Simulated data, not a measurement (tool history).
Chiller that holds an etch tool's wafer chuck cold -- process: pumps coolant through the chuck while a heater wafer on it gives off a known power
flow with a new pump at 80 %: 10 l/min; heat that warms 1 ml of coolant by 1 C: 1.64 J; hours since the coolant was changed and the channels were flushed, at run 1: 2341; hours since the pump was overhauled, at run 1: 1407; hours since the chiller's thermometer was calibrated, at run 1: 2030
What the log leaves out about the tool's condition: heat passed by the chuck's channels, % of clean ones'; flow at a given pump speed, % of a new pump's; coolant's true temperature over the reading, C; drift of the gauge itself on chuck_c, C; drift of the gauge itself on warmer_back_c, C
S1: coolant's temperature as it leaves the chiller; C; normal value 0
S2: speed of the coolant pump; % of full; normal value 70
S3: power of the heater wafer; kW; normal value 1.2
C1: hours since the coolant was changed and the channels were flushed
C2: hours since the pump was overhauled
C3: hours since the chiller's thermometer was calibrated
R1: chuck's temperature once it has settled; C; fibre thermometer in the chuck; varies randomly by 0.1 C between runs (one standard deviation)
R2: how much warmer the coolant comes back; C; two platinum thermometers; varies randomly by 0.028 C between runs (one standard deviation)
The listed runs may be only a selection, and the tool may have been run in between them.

Run 1, hour 0: usual settings; C1 2341; C2 1407; C3 2030. Result: R1 15.8 C, R2 5.12 C.
Run 2, hour 215.3: usual settings; C1 2557; C2 1622; C3 2245. Result: R1 15.8 C, R2 5.15 C.
Run 3, hour 341: usual settings; C1 2682; C2 1748; C3 2371. Result: R1 15.9 C, R2 5.16 C.
Run 4, hour 435.2: usual settings; C1 2777; C2 1842; C3 2465. Result: R1 15.7 C, R2 5.12 C.
Run 5, hour 548: usual settings but S3 1.687 kW; C1 2889; C2 1955; C3 2578. Result: R1 22.5 C, R2 7.29 C.
Run 6, hour 674.5: usual settings but S3 0.635 kW; C1 3016; C2 2081; C3 2704. Result: R1 8.5 C, R2 2.73 C.
Run 7, hour 793.8: usual settings but S3 0.635 kW; C1 3135; C2 2201; C3 2824. Result: R1 8.6 C, R2 2.76 C.
Run 8, hour 991: usual settings but S3 0.635 kW; C1 3332; C2 2398; C3 3021. Result: R1 8.4 C, R2 2.79 C.
Run 9, hour 1132.8: usual settings but S3 0.635 kW; C1 3474; C2 2540; C3 3163. Result: R1 8.4 C, R2 2.72 C.
Run 10, hour 1267.7: usual settings but S3 0.635 kW; C1 3609; C2 2675; C3 3298. Result: R1 8.5 C, R2 2.8 C.
Run 11, hour 1411.5: usual settings but S3 0.635 kW; C1 3753; C2 2819; C3 3441. Result: R1 8.6 C, R2 2.73 C.
Run 12, hour 1566: usual settings but S3 0.635 kW; C1 3907; C2 2973; C3 3596. Result: R1 8.5 C, R2 2.76 C.
Run 13, hour 1733.6: usual settings but S3 1.758 kW; C1 4075; C2 3141; C3 3764. Result: R1 24.3 C, R2 7.66 C.
Run 14, hour 1854.3: usual settings but S3 1.758 kW; C1 4196; C2 3261; C3 3884. Result: R1 24.5 C, R2 7.67 C.
Run 15, hour 2043.1: usual settings but S3 1.758 kW; C1 4385; C2 3450; C3 4073. Result: R1 24.5 C, R2 7.76 C.
Run 16, hour 2140.4: usual settings but S3 1.758 kW; C1 4482; C2 3547; C3 4170. Result: R1 24.5 C, R2 7.72 C.
Run 17, hour 2285.9: usual settings but S3 1.304 kW; C1 4627; C2 3693; C3 4316. Result: R1 18.4 C, R2 5.73 C.
Run 18, hour 2505.4: usual settings but S3 1.304 kW; C1 4847; C2 3912; C3 4535. Result: R1 18.3 C, R2 5.76 C.
At hour 2588: chiller's thermometer calibrated.
Run 19, hour 2607.2: usual settings but S1 -6 C, S2 90 % of full, S3 0.802 kW; C1 4948; C2 4013; C3 19. Result: R1 3.6 C, R2 2.66 C.
Run 20, hour 2806.4: usual settings but S1 3 C, S3 1.382 kW; C1 5147; C2 4212; C3 218. Result: R1 22.9 C, R2 6.04 C.
Run 21, hour 2925.5: usual settings but S1 -4 C, S2 89 % of full, S3 1.61 kW; C1 5266; C2 4332; C3 338. Result: R1 15.7 C, R2 5.48 C.
Run 22, hour 3069.2: usual settings but S1 -8 C, S2 87 % of full, S3 0.98 kW; C1 5410; C2 4475; C3 481. Result: R1 4.3 C, R2 3.43 C.
Run 23, hour 3181.6: usual settings but S1 7 C, S2 60 % of full, S3 1.444 kW; C1 5522; C2 4588; C3 594. Result: R1 30.5 C, R2 7.59 C.
Run 24, hour 3405.1: usual settings but S1 7 C, S2 60 % of full, S3 1.444 kW; C1 5745; C2 4811; C3 817. Result: R1 30.7 C, R2 7.61 C.
Run 25, hour 3564.5: usual settings but S1 -8 C; C1 5905; C2 4971; C3 976. Result: R1 9.7 C, R2 5.32 C.
Run 26, hour 3784.4: usual settings but S1 -4 C; C1 6125; C2 5190; C3 1196. Result: R1 13.8 C, R2 5.36 C.
Run 27, hour 3941: usual settings but S1 -4 C; C1 6281; C2 5347; C3 1353. Result: R1 14 C, R2 5.37 C.
Run 28, hour 4120.9: usual settings but S1 -4 C; C1 6461; C2 5527; C3 1533. Result: R1 14.2 C, R2 5.41 C.
Run 29, hour 4315: usual settings but S1 -4 C, S2 99 % of full, S3 1.524 kW; C1 6655; C2 5721; C3 1727. Result: R1 14.2 C, R2 4.71 C.
Run 30, hour 4433.8: usual settings but S1 -6 C, S2 80 % of full, S3 1.179 kW; C1 6774; C2 5840; C3 1846. Result: R1 10.5 C, R2 4.58 C.
Run 31, hour 4566: usual settings but S1 -3 C, S2 79 % of full, S3 0.61 kW; C1 6906; C2 5972; C3 1978. Result: R1 5.5 C, R2 2.43 C.
Run 32, hour 4737.5: usual settings but S1 -3 C, S2 79 % of full, S3 0.61 kW; C1 7078; C2 6144; C3 2149. Result: R1 5.7 C, R2 2.46 C.

Run by run, hidden condition taken away, random variation retained:
run    R1    R2
  1  14.9  5.06
  2  14.8  5.08
  3  14.9  5.07
  4  14.6  5.03
  5    21  7.16
  6   7.9  2.68
  7     8   2.7
  8   7.8  2.73
  9   7.7  2.66
 10   7.8  2.73
 11   7.9  2.66
 12   7.7  2.68
 13  21.8  7.43
 14  21.9  7.43
 15  21.8   7.5
 16  21.7  7.45
 17  16.3  5.52
 18  16.1  5.54
 19   2.3  2.56
 20    20  5.79
 21  12.8  5.25
 22   2.4  3.28
 23    27  7.24
 24  26.9  7.25
 25   6.8  5.06
 26  10.8  5.08
 27  10.9  5.09
 28  10.9  5.12
 29  10.8  4.45
 30   7.4  4.32
 31   3.9  2.29
 32     4  2.31
